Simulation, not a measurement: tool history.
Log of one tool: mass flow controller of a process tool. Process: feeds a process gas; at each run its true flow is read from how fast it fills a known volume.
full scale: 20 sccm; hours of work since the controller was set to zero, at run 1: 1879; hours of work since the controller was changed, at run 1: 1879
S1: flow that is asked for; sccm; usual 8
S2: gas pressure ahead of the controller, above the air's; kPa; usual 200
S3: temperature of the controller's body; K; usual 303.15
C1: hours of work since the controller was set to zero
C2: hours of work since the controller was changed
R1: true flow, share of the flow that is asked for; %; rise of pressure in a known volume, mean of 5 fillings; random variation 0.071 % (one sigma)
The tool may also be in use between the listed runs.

run	day	S1	S2	S3	C1	C2	R1
1	0	8	200	303.15	1879	1879	98.82
2	5.542	8	200	303.15	1940	1940	98.81
3	9.179	8	140	303.15	1980	1980	98.99
4	14.271	8	140	303.15	2037	2037	98.99
5	17.662	8	200	303.15	2074	2074	98.7
6	24.471	8	268	303.15	2149	2149	98.53
7	30.7	8	268	303.15	2218	2218	98.34
8	35.354	12	200	303.15	2270	2270	99.4
9	38.408	12	200	303.15	2303	2303	99.26
10	45.133	12	200	303.15	2378	2378	99.32
11	50.625	8	200	303.15	2438	2438	98.56
12	53.725	6	200	303.15	2473	2473	97.95
13	57.067	5	243	297.15	2510	2510	97.08
14	62.121	5	243	297.15	2565	2565	97.08
15	67.896	5	243	297.15	2629	2629	97.02
16	74.046	5	243	297.15	2697	2697	96.96
17	77.496	5	243	297.15	2735	2735	96.8
18	83.079	17	182	302.15	2797	2797	100.07
19	86.854	17	182	302.15	2839	2839	99.83
20	90.775	11	155	297.15	2882	2882	98.96
21	96.212	11	155	297.15	2942	2942	99.03
22	102.754	3	164	297.15	3014	3014	94.81
23	109.325	12	200	303.15	3087	3087	99.05
24	112.458	4	273	303.15	3122	3122	95.96

4 ways to go on from here, each from the tool as it stands after run 24. What would each give?
A	118.921	4	198	303.15	3193	3193	?
B	118.921	4	273	300.15	3193	3193	?
C	118.921	2	273	301.15	3193	3193	?
D	118.921	8	200	303.15	3193	3193	?

run	R1
A	96.09
B	95.82
C	91.68
D	98.31
Without the tool's hidden state the same runs would have given:
run	R1
A	99.24
B	98.98
C	98.81
D	99.48
